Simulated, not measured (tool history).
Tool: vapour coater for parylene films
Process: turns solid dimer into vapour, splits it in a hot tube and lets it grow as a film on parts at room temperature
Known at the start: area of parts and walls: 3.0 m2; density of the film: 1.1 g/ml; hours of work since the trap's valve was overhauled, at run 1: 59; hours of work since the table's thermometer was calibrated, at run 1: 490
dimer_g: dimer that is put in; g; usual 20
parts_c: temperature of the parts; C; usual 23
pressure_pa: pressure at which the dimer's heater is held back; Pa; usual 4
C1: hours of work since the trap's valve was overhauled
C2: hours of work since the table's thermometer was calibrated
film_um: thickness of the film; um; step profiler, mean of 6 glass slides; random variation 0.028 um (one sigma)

Run 1, hour 0: usual settings; C1 59; C2 490. Result: film_um 3.6 um.
Run 2, hour 21: usual settings but pressure_pa 7.22 Pa; C1 74; C2 505. Result: film_um 3.43 um.
Run 3, hour 40.3: usual settings but pressure_pa 7.22 Pa; C1 87; C2 518. Result: film_um 3.39 um.
Run 4, hour 56.8: usual settings but parts_c 27 C; C1 99; C2 530. Result: film_um 2.99 um.
Run 5, hour 67.6: usual settings but parts_c 27 C; C1 107; C2 538. Result: film_um 2.97 um.
Run 6, hour 83.8: usual settings but parts_c 22 C; C1 118; C2 549. Result: film_um 3.67 um.
Run 7, hour 94.3: usual settings but parts_c 22 C; C1 125; C2 556. Result: film_um 3.66 um.
Run 8, hour 111.1: usual settings; C1 137; C2 568. Result: film_um 3.56 um.
Run 9, hour 123.4: usual settings; C1 146; C2 577. Result: film_um 3.55 um.
Run 10, hour 142.4: usual settings; C1 159; C2 590. Result: film_um 3.53 um.
Run 11, hour 161.8: usual settings but parts_c 16 C; C1 173; C2 604. Result: film_um 4.75 um.
Run 12, hour 173.7: usual settings but parts_c 16 C; C1 181; C2 612. Result: film_um 4.69 um.
Run 13, hour 192.3: usual settings but parts_c 16 C, pressure_pa 2.99 Pa; C1 195; C2 626. Result: film_um 4.79 um.
Run 14, hour 208.8: usual settings but parts_c 16 C, pressure_pa 2.99 Pa; C1 206; C2 637. Result: film_um 4.75 um.
Run 15, hour 217.8: usual settings; C1 212; C2 644. Result: film_um 3.41 um.
Run 16, hour 237.6: usual settings but dimer_g 24 g; C1 226; C2 657. Result: film_um 4.1 um.
Run 17, hour 246.7: usual settings but dimer_g 24 g, pressure_pa 4.3 Pa; C1 233; C2 664. Result: film_um 4.05 um.
Run 18, hour 267.9: usual settings but parts_c 34 C; C1 248; C2 679. Result: film_um 2.11 um.
Run 19, hour 289.4: usual settings but parts_c 31 C; C1 263; C2 694. Result: film_um 2.38 um.
Run 20, hour 310.3: usual settings but parts_c 31 C; C1 278; C2 709. Result: film_um 2.4 um.
Run 21, hour 320.1: usual settings; C1 285; C2 716. Result: film_um 3.4 um.
Run 22, hour 335.2: usual settings; C1 295; C2 726. Result: film_um 3.43 um.
Run 23, hour 349.8: usual settings; C1 305; C2 736. Result: film_um 3.37 um.
At hour 352.1: table's thermometer calibrated.
Run 24, hour 365.9: usual settings but dimer_g 13 g, parts_c 22 C, pressure_pa 10.61 Pa; C1 316; C2 10. Result: film_um 2.12 um.
At hour 388.5: table's thermometer calibrated, once more.
Run 25, hour 388.5: usual settings but dimer_g 11 g, parts_c 28 C, pressure_pa 5.66 Pa; C1 331; C2 0. Result: film_um 1.44 um.
At hour 400.9: trap's valve overhauled.
Run 26, hour 405.4: usual settings but dimer_g 11 g, parts_c 21 C, pressure_pa 4.3 Pa; C1 3; C2 9. Result: film_um 2.1 um.
Run 27, hour 422.4: usual settings but pressure_pa 2.73 Pa; C1 15; C2 21. Result: film_um 3.63 um.
Run 28, hour 436: usual settings but dimer_g 8 g, parts_c 15 C; C1 25; C2 31. Result: film_um 2.04 um.
Run 29, hour 448.9: usual settings but dimer_g 31 g, pressure_pa 7.36 Pa; C1 34; C2 40. Result: film_um 5.31 um.
Run 30, hour 469.4: usual settings but dimer_g 14 g; C1 48; C2 54. Result: film_um 2.5 um.
Run 31, hour 481.8: usual settings but dimer_g 9 g, pressure_pa 2.75 Pa; C1 57; C2 63. Result: film_um 1.62 um.
Run 32, hour 493.3: usual settings but dimer_g 8 g, parts_c 26 C, pressure_pa 10.85 Pa; C1 65; C2 71. Result: film_um 1.16 um.
Run 33, hour 513.6: usual settings but dimer_g 8 g, parts_c 26 C, pressure_pa 10.85 Pa; C1 79; C2 85. Result: film_um 1.19 um.
Run 34, hour 533.6: usual settings but dimer_g 9 g, parts_c 27 C, pressure_pa 3.52 Pa; C1 93; C2 99. Result: film_um 1.34 um.
Run 35, hour 550.5: usual settings but dimer_g 30 g, parts_c 21 C, pressure_pa 3.52 Pa; C1 105; C2 111. Result: film_um 5.81 um.
Run 36, hour 568.6: usual settings but dimer_g 10 g, parts_c 24 C, pressure_pa 2.07 Pa; C1 118; C2 124. Result: film_um 1.74 um.
Run 37, hour 581.5: usual settings but pressure_pa 5.36 Pa; C1 127; C2 133. Result: film_um 3.44 um.
Run 38, hour 591.7: usual settings but pressure_pa 5.36 Pa; C1 134; C2 140. Result: film_um 3.41 um.
Run 39, hour 602.7: usual settings but dimer_g 28 g, parts_c 19 C, pressure_pa 3.84 Pa; C1 142; C2 148. Result: film_um 5.83 um.
Run 40, hour 616.5: usual settings but dimer_g 28 g, parts_c 19 C, pressure_pa 2.11 Pa; C1 152; C2 158. Result: film_um 6.07 um.
Run 41, hour 633.2: usual settings but dimer_g 28 g, parts_c 19 C, pressure_pa 2.11 Pa; C1 164; C2 170. Result: film_um 6.02 um.
Run 42, hour 651.1: usual settings but dimer_g 11 g, parts_c 20 C, pressure_pa 2.26 Pa; C1 176; C2 182. Result: film_um 2.22 um.
Run 43, hour 662.9: usual settings but dimer_g 11 g, parts_c 20 C, pressure_pa 2.26 Pa; C1 185; C2 190. Result: film_um 2.19 um.
Run 44, hour 675.3: usual settings but dimer_g 33 g, pressure_pa 6.44 Pa; C1 193; C2 199. Result: film_um 5.48 um.
Run 45, hour 688.3: usual settings but dimer_g 16 g; C1 202; C2 208. Result: film_um 2.79 um.
Run 46, hour 699.9: usual settings but dimer_g 27 g, parts_c 31 C, pressure_pa 11.88 Pa; C1 211; C2 217. Result: film_um 2.98 um.

The same runs without the tool's hidden state, with the same run-to-run variation:
The hidden state here: vapour lost through the trap's worn valve, %; true temperature of the parts over the reading, C; drift of the gauge itself on film_um, %.
run  film_um
  1     3.63
  2     3.48
  3     3.45
  4     3.05
  5     3.03
  6     3.76
  7     3.75
  8     3.66
  9     3.66
 10     3.65
 11     4.92
 12     4.87
 13     4.99
 14     4.97
 15     3.57
 16      4.3
 17     4.26
 18     2.23
 19     2.52
 20     2.55
 21     3.61
 22     3.65
 23     3.61
 24     2.27
 25     1.57
 26     2.11
 27     3.66
 28     2.06
 29     5.38
 30     2.54
 31     1.65
 32     1.18
 33     1.22
 34     1.37
 35     5.98
 36      1.8
 37     3.55
 38     3.53
 39     6.05
 40     6.31
 41     6.28
 42     2.32
 43      2.3
 44     5.76
 45     2.93
 46     3.15
